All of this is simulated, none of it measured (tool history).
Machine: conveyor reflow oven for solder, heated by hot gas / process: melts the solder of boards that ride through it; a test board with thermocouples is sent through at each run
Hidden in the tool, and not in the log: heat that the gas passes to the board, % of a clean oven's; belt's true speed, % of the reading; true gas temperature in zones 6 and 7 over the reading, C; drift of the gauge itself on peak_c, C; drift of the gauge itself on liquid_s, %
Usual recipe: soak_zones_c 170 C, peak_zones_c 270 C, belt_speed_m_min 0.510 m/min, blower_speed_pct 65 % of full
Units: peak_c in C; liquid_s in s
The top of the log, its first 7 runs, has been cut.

run     day  soak_zones_c  peak_zones_c  belt_speed_m_min  blower_speed_pct  hours of work since the flux was cleaned out  hours of work since the belt drive was overhauled  hours of work since the thermocouples were changed  peak_c  liquid_s
  8   5.392           170           270             0.458                71                                            25                                                496                                                 909  256.41     71.19
  9   6.492           170           264             0.458                71                                            46                                                517                                                 929  250.94     66.81
 10   7.158           170           270             0.487                65                                            58                                                529                                                 942  252.90     63.41
 11   7.958           170           270             0.487                65                                            73                                                544                                                 957  252.80     63.25
 12   8.829           184           270             0.487                65                                            89                                                560                                                 973  255.40     71.44
 13   9.533           170           270             0.510                82                                           102                                                573                                                 986  254.16     61.89
 14  10.212           170           270             0.510                82                                           115                                                586                                                 999  254.14     61.80
 15  10.679           170           270             0.510                82                                           124                                                595                                                1007  254.15     61.72
 16  11.550           171           270             0.510                82                                           140                                                611                                                1024  254.15     62.20
 17  12.254           170           270             0.493                65                                           153                                                624                                                1037  251.85     61.65
 18  12.879           170           282             0.608                58                                           165                                                636                                                1048  250.36     46.87
 19  13.554           158           282             0.608                71                                           177                                                648                                                1061  251.06     44.48
 20  14.492           158           282             0.608                71                                           195                                                666                                                1078  250.86     44.27
     14.912  -- flux residue cleaned out of gas plates and filters
 21  15.246           182           270             0.510                55                                             6                                                676                                                1089  251.99     63.98
 22  15.946           177           277             0.591                55                                            19                                                689                                                1102  250.36     50.70
 23  16.558           170           270             0.598                70                                            31                                                700                                                1113  246.86     45.62
 24  17.604           170           270             0.598                70                                            50                                                720                                                1133  246.52     45.46
 25  18.421           170           270             0.510                56                                            65                                                735                                                1148  249.35     56.66
 26  19.142           169           275             0.510                50                                            79                                                749                                                1161  251.21     57.57
 27  20.079           169           275             0.510                50                                            96                                                766                                                1179  251.14     57.47
 28  20.662           169           275             0.510                50                                           107                                                777                                                1190  251.10     57.46
 29  21.204           176           264             0.414                84                                           117                                                787                                                1200  256.27     83.37
 30  21.875           176           264             0.414                84                                           130                                                800                                                1212  256.15     83.34
 31  22.350           156           268             0.510                65                                           139                                                808                                                1221  246.57     49.82

Here are 4 independent what-if runs from the current tool condition. What would each one return?
  A  23.012           170           260             0.510                56                                           151                                                821                                                1233       ?         ?
  B  23.012           160           270             0.560                65                                           151                                                821                                                1233       ?         ?
  C  23.012           185           268             0.510                76                                           151                                                821                                                1233       ?         ?
  D  23.012           165           280             0.510                84                                           151                                                821                                                1233       ?         ?

run  peak_c  liquid_s
  A  240.65     47.84
  B  244.99     44.00
  C  254.45     68.20
  D  262.51     65.97
Without the tool's hidden state the same runs would have given:
run  peak_c  liquid_s
  A  239.51     46.15
  B  244.14     42.84
  C  253.29     66.69
  D  261.56     64.66

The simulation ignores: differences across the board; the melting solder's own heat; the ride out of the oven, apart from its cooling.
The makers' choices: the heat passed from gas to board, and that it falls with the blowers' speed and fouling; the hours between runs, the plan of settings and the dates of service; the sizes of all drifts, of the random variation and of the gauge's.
